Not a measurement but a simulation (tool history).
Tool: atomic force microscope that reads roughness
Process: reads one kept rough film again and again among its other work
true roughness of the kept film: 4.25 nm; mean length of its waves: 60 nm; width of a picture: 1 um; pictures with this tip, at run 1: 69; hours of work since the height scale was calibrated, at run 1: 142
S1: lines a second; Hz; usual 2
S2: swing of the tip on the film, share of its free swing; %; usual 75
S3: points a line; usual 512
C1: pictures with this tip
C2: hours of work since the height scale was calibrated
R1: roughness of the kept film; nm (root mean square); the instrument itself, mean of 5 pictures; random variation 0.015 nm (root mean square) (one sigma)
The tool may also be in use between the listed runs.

run,hour,S1,S2,S3,C1,C2,R1
1,0,2,75,512,69,142,3.511
2,18.5,2.23,75,512,88,150,3.425
3,44.9,2.23,75,512,115,163,3.334
4,62.9,2.23,75,512,134,171,3.298
# hour 84.5: new tip fitted
5,93.8,2,75,512,10,185,3.618
6,108.8,2,75,512,25,192,3.606
7,128,2,75,872,45,201,3.536
8,155.3,2,68,872,73,214,3.619
9,179.2,2,68,872,98,225,3.529
10,192.7,2,75,512,112,232,3.402
11,213.9,2.42,75,512,134,242,3.243
12,232.6,2.42,75,512,154,250,3.225
# hour 236.1: new tip fitted
13,250.3,2,75,686,15,259,3.613
14,263.5,2,75,686,28,265,3.57
15,284.9,0.79,75,686,51,275,3.718
16,298.7,2,75,512,65,281,3.476
17,322.8,2,58,512,90,293,3.613
18,343.9,2,75,512,112,302,3.336
19,358.2,2,75,512,127,309,3.315
20,374.9,2,75,512,144,317,3.285
# hour 388.7: new tip fitted
21,394.2,2,75,512,5,326,3.673
22,408.8,2,75,512,21,333,3.59
23,424.5,2,75,794,37,340,3.583
24,441.1,2,75,794,54,348,3.525
25,457,2,75,794,71,355,3.471
26,481.4,2,72,261,96,367,3.471
27,501.5,2,78,818,117,376,3.315
28,533,1.92,60,387,150,391,3.47
# hour 540.9: new tip fitted
29,556.6,1.41,58,387,17,402,3.88
30,576.4,1.41,58,387,37,411,3.819
31,607.6,2,67,446,70,426,3.558
32,628,1.18,75,512,91,435,3.566
33,642.5,1.18,75,512,106,442,3.518
34,656,2,76,598,120,448,3.331
35,677.8,3.49,89,334,142,459,2.691
# hour 693: new tip fitted
36,700.9,3.49,89,489,8,469,2.947
37,730,0.53,65,491,38,483,3.839
38,743.7,2,66,509,52,489,3.652
39,766.8,2,66,509,76,500,3.607
40,798.4,2,72,733,109,515,3.42
41,813.7,2,72,299,125,522,3.376
42,834.7,0.99,56,914,147,532,3.556
# hour 844.1: new tip fitted
43,852.3,0.99,56,914,9,540,3.887
44,872.8,0.99,56,914,30,550,3.855
45,894.8,3.03,68,994,53,560,3.494
46,914.2,1,79,994,73,569,3.587
47,941.6,3.86,79,994,101,582,3.007

4 ways to go on from here, each from the tool as it stands after run 47. What would each give?
A,969,2,85,713,130,595,?
B,969,2,74,1015,130,595,?
C,969,0.79,79,588,130,595,?
D,969,3.86,85,994,130,595,?

run,R1
A,3.128
B,3.339
C,3.465
D,2.768
Without the tool's hidden state the same runs would have given:
run,R1
A,3.479
B,3.714
C,3.854
D,3.079
